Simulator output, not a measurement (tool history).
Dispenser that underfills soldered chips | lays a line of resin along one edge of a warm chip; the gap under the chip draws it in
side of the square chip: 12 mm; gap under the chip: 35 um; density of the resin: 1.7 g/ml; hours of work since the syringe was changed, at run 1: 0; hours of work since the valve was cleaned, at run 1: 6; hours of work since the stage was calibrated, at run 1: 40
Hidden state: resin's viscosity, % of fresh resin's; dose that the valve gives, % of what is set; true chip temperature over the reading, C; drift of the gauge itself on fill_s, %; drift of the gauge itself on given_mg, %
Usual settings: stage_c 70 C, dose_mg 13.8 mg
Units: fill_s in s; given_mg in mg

run   hour  stage_c  dose_mg  hours of work since the syringe was changed  hours of work since the valve was cleaned  hours of work since the stage was calibrated  fill_s  given_mg
  1      0       70     13.8                                            0                                          6                                            40   246.4     13.73
  2    6.1       70     13.8                                            4                                         10                                            44   328.7     13.71
  3     12       70     12.8                                            8                                         14                                            48     459     12.72
      16.9  -- new syringe of resin
  4   17.5       70     13.8                                            0                                         17                                            52   241.7     13.65
  5   23.1       70     13.8                                            4                                         21                                            55   320.4     13.68
  6   26.4       70     15.9                                            6                                         23                                            57   369.7     15.74
  7     33       70     15.9                                           11                                         28                                            62   524.2     15.66
      34.3  -- new syringe of resin
  8   36.5       70     15.9                                            1                                         30                                            64   262.1      15.7
  9   41.3       62     13.8                                            5                                         33                                            67   452.1     13.59
 10   46.8       62     13.8                                            8                                         36                                            71     587     13.57
      51.7  -- new syringe of resin
 11   53.8       62     13.8                                            1                                         41                                            75   348.4     13.56
 12   58.7       66     13.8                                            5                                         44                                            78   377.7     13.51
 13   62.7       66     13.8                                            7                                         47                                            81   470.3     13.47
 14     66       66     13.8                                            9                                         49                                            83   552.6     13.47
      69.3  -- new syringe of resin
 15   71.3       66     13.8                                            1                                         52                                            87   299.2     13.47
 16   76.4       66     16.6                                            5                                         56                                            90   380.4     16.16
 17   80.6       66     16.6                                            7                                         58                                            93   463.6     16.15
 18   83.4       78     13.8                                            9                                         60                                            95   372.6      13.4
      86.7  -- new syringe of resin
 19   89.6       77     13.5                                            2                                         64                                            98   221.3     13.13
 20   92.6       77     13.5                                            4                                         66                                           100   253.1     13.11
        99  -- dispensing valve cleaned and set on the balance
 21     99       72     12.4                                            7                                          0                                           104   394.9      12.4
 22  102.7       72     12.4                                           10                                          2                                           106   478.6     12.39
     105.2  -- new syringe of resin
 23  108.7       64       15                                            2                                          6                                           110   341.4     14.95
 24  114.9       64       15                                            6                                         10                                           114   462.1     14.89
 25  119.2       69     12.5                                            9                                         13                                           117   497.1     12.39
     122.7  -- new syringe of resin
 26  124.3       69     12.5                                            1                                         16                                           120   272.6     12.41
 27  128.1       69     13.1                                            4                                         19                                           123   315.1     12.98
 28  134.1       69     13.1                                            8                                         23                                           127   430.2     12.96
 29  137.3       66     14.6                                           10                                         25                                           129   563.6     14.46
     140.4  -- new syringe of resin
 30  143.5       66     14.6                                            2                                         29                                           133   315.2     14.42
 31  148.5       66     14.6                                            5                                         32                                           136   406.8     14.39
 32  154.5       56     16.8                                            9                                         36                                           140   776.7     16.51

Forecast run 33:
     157.7  -- new syringe of resin
 33  158.1       76     13.8                                            0                                         38                                           142       ?         ?

Run 33 gave fill_s 196.8 s, given_mg 13.57 mg.
Without the tool's hidden state the same run would have given fill_s 198.7 s, given_mg 13.82 mg.

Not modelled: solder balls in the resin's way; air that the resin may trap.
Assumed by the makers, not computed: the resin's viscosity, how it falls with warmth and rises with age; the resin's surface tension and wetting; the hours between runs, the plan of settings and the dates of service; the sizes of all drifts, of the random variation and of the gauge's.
